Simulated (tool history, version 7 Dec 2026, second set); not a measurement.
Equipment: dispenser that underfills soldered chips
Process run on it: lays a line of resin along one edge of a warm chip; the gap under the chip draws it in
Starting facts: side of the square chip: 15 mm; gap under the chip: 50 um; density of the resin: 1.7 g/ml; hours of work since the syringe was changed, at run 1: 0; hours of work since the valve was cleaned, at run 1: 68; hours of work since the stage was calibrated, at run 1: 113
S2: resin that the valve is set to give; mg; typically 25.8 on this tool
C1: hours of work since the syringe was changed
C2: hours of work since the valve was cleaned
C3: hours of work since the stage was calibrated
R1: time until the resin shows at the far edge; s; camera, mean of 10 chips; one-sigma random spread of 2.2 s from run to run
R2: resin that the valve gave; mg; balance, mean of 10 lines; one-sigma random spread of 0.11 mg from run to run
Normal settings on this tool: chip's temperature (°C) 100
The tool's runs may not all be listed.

Run 1, hour 0: usual settings; C1 0; C2 68; C3 113. Result: R1 222.1 s, R2 24.79 mg.
Run 2, hour 5.3: usual settings; C1 3; C2 71; C3 117. Result: R1 274 s, R2 24.83 mg.
Run 3, hour 10: usual settings; C1 6; C2 74; C3 120. Result: R1 331.7 s, R2 24.84 mg.
At hour 11.2: new syringe of resin.
Run 4, hour 14: usual settings but S2 31.3 mg; C1 2; C2 77; C3 122. Result: R1 238 s, R2 30.04 mg.
Run 5, hour 17.3: usual settings but S2 31.3 mg; C1 4; C2 79; C3 124. Result: R1 265.7 s, R2 30.07 mg.
At hour 22.3: new syringe of resin.
Run 6, hour 23.2: usual settings but S2 31.3 mg; C1 1; C2 82; C3 128. Result: R1 222.1 s, R2 29.77 mg.
Run 7, hour 25.7: usual settings but S2 31.3 mg; C1 2; C2 84; C3 129. Result: R1 246.9 s, R2 29.94 mg.
Run 8, hour 30.4: usual settings but chip's temperature (°C) 111, S2 22.2 mg; C1 5; C2 87; C3 132. Result: R1 249.5 s, R2 21.27 mg.
At hour 33.5: new syringe of resin.
Run 9, hour 33.5: usual settings but chip's temperature (°C) 94, S2 27.6 mg; C1 0; C2 89; C3 134. Result: R1 255.6 s, R2 26.12 mg.
Run 10, hour 36.8: usual settings but chip's temperature (°C) 94, S2 27.6 mg; C1 2; C2 91; C3 136. Result: R1 291.6 s, R2 26.4 mg.
Run 11, hour 42.1: usual settings but chip's temperature (°C) 94, S2 27.6 mg; C1 5; C2 94; C3 139. Result: R1 364.2 s, R2 26.35 mg.
At hour 44.6: new syringe of resin.
Run 12, hour 45.5: usual settings but chip's temperature (°C) 103, S2 27.6 mg; C1 1; C2 96; C3 141. Result: R1 211.5 s, R2 26.31 mg.

Forecast each of these 4 alternatives for the next run:
Run A, hour 49.7: usual settings but chip's temperature (°C) 89, S2 23.8 mg; C1 3; C2 99; C3 144. Result: R1 ?, R2 ?.
Run B, hour 49.7: usual settings but chip's temperature (°C) 94, S2 23.8 mg; C1 3; C2 99; C3 144. Result: R1 ?, R2 ?.
Run C, hour 49.7: usual settings but chip's temperature (°C) 113, S2 22.8 mg; C1 3; C2 99; C3 144. Result: R1 ?, R2 ?.
Run D, hour 49.7: usual settings but chip's temperature (°C) 89, S2 30.6 mg; C1 3; C2 99; C3 144. Result: R1 ?, R2 ?.

run     R1     R2
  A    371  22.47
  B  331.9  22.52
  C  208.2  21.52
  D    352  28.79
Take away the tool's hidden state, keep each run's random variation, and the runs would have read:
run     R1     R2
  A  292.9  23.74
  B  262.1  23.78
  C  164.2  22.74
  D    282  30.42

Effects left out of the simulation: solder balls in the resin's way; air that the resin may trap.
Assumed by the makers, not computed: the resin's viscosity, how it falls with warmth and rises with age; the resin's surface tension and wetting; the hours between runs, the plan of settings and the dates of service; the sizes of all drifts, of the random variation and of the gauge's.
